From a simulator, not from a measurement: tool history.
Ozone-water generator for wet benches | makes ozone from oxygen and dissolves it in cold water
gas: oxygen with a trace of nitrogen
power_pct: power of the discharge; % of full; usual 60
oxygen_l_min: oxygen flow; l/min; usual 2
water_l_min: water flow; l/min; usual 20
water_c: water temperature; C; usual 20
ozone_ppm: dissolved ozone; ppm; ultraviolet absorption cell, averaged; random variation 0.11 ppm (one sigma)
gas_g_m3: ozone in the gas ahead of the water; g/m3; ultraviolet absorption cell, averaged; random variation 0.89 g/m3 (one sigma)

run,day,power_pct,oxygen_l_min,water_l_min,water_c,ozone_ppm,gas_g_m3
1,0,60,2,20,20,8.3,143.7
2,1.446,60,2,20,20,8.1,146
3,3.954,60,2,20,20,8.2,143.1
4,6.554,60,2,20,20,8.1,144.1
5,9.371,60,2,20,20,8.5,142.5
6,11.858,60,2,20,20,8.3,143.5
7,13.7,60,2,20,20,8,143.4
8,16.812,96,2,20,20,10.4,181.6
9,19.979,60,2,20,16,8.4,142.9
10,22.842,60,2,20,20,8.2,141.8
11,26.196,60,2.92,13,20,12.9,118.4
12,28.075,60,1.26,13,24,10.5,179
13,29.767,95,1.26,13,24,13.6,222.4
14,32.95,87,2.23,27,22,7.5,164.8
15,35.867,87,2.23,27,22,7.2,160.9
16,37.225,44,2.23,24,22,5.7,114.9
17,39.179,89,1.72,20,20,9.5,186.4
18,40.567,60,2,25,28,6.1,141.3
19,43.667,60,2,25,28,6.1,142.7
20,45.025,60,2,20,20,8,141.7

Forecast each of these 5 alternatives for the next run:
A,47.746,78,3.01,20,20,?,?
B,47.746,85,3.4,14,20,?,?
C,47.746,60,2,19,22,?,?
D,47.746,88,2,12,21,?,?
E,47.746,82,2,16,20,?,?

run,ozone_ppm,gas_g_m3
A,10.2,133.8
B,14.5,133.3
C,8.4,141.9
D,15.6,171.8
E,11.6,166.4
Without the tool's hidden state the same runs would have given:
run,ozone_ppm,gas_g_m3
A,11,140.5
B,15.7,140.2
C,9,148
D,16.8,180.9
E,12.6,175
